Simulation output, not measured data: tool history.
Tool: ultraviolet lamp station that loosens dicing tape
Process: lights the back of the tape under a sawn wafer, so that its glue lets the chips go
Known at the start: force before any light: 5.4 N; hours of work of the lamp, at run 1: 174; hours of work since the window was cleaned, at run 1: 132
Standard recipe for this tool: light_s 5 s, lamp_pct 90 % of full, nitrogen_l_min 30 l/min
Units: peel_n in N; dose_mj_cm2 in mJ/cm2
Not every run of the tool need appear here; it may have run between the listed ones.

run,hour,light_s,lamp_pct,nitrogen_l_min,hours of work of the lamp,hours of work since the window was cleaned,peel_n,dose_mj_cm2
1,0,5,90,30,174,132,0.199,437
2,18.4,5,90,30,186,145,0.212,438
3,29.8,5,90,30,194,152,0.196,443
4,41,5,70,30,201,160,0.26,342
5,59.6,5,70,30,214,172,0.27,346
6,81.7,5,70,30,229,187,0.268,343
7,103,5,67,30,243,202,0.292,330
8,123.1,5,90,30,256,215,0.199,442
9,132.7,5,90,30,263,222,0.201,437
10,150.6,5,90,30,275,234,0.201,438
11,172.5,3,90,30,290,248,0.404,268
12,186.7,5,90,26,299,258,0.203,442
13,201.1,5,90,26,309,267,0.203,439
14,221,5,90,26,322,281,0.204,444
15,242.6,5,90,26,337,295,0.22,437
16,255.7,5,90,26,346,304,0.205,434
17,266.8,5,72,35,353,312,0.239,358
18,285,6,72,51,365,324,0.185,425
19,300.6,6,72,51,376,334,0.189,422
20,315,6,72,35,385,344,0.192,421
21,325.4,7,100,32,392,351,0.185,684
22,336.3,4,90,16,400,358,0.384,356
23,357.4,3,90,30,414,372,0.403,262
24,367.7,3,90,30,421,379,0.427,261
25,384.7,6,94,18,432,391,0.198,550
26,405.1,5,90,27,446,405,0.216,435

Some steps in dose_mj_cm2 between neighbouring runs. How much of each would the tool show without its hidden state too (settings, what came in, random variation), and how much is left for the hidden state, with any gauge scatter that isn't in both results?
Hidden state present: lamp's light, % of a new lamp's; light that the window lets through, % of a clean one's; drift of the gauge itself on peel_n, %; drift of the gauge itself on dose_mj_cm2, %.
Run 20 -> 21: light_s 6 -> 7, lamp_pct 72 -> 100, nitrogen_l_min 35 -> 32. dose_mj_cm2 +263 mJ/cm2: hidden state -2, all else +265.
Run 21 -> 22: light_s 7 -> 4, lamp_pct 100 -> 90, nitrogen_l_min 32 -> 16. dose_mj_cm2 -328 mJ/cm2: hidden state +1, all else -329.
Run 24 -> 25: light_s 3 -> 6, lamp_pct 90 -> 94, nitrogen_l_min 30 -> 18. dose_mj_cm2 +289 mJ/cm2: hidden state -2, all else +291.
